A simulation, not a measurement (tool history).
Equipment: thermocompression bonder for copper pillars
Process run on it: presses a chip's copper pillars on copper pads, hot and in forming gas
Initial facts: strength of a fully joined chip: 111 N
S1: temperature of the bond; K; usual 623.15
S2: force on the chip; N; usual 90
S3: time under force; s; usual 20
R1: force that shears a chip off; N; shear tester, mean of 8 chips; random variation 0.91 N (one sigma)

| run | day | S1 | S2 | S3 | R1 |
|---|---|---|---|---|---|
| 1 | 0.000 | 623.15 | 90 | 20 | 76.6 |
| 2 | 0.838 | 623.15 | 90 | 21 | 76.7 |
| 3 | 2.446 | 623.15 | 90 | 20 | 76.5 |
| 4 | 3.392 | 623.15 | 90 | 20 | 76.3 |
| 5 | 4.479 | 623.15 | 90 | 20 | 74.7 |
| 6 | 5.654 | 623.15 | 90 | 20 | 74.0 |
| 7 | 7.021 | 623.15 | 90 | 20 | 74.2 |
| 8 | 8.092 | 623.15 | 90 | 20 | 73.7 |
| 9 | 9.058 | 623.15 | 90 | 20 | 73.3 |
| 10 | 10.638 | 623.15 | 90 | 20 | 73.5 |
| 11 | 11.617 | 623.15 | 90 | 20 | 70.8 |
|  | 12.579 | forming gas filter changed |
|  | 12.896 | heater calibrated with a thermocouple chip |
| 12 | 13.508 | 623.15 | 90 | 20 | 74.7 |
| 13 | 14.833 | 623.15 | 90 | 20 | 75.5 |
|  | 14.979 | force cell calibrated |
| 14 | 16.325 | 623.15 | 111 | 20 | 80.0 |
| 15 | 17.442 | 607.15 | 90 | 54 | 82.8 |
| 16 | 18.450 | 611.15 | 56 | 54 | 69.5 |

Estimate the outcome of run 17 from the log above:
| 17 | 19.217 | 623.15 | 61 | 20 | ? |

R1: 60.2 N
Were there no unlogged condition in the tool, this run, its random variation unchanged, would have produced R1 63.6 N.
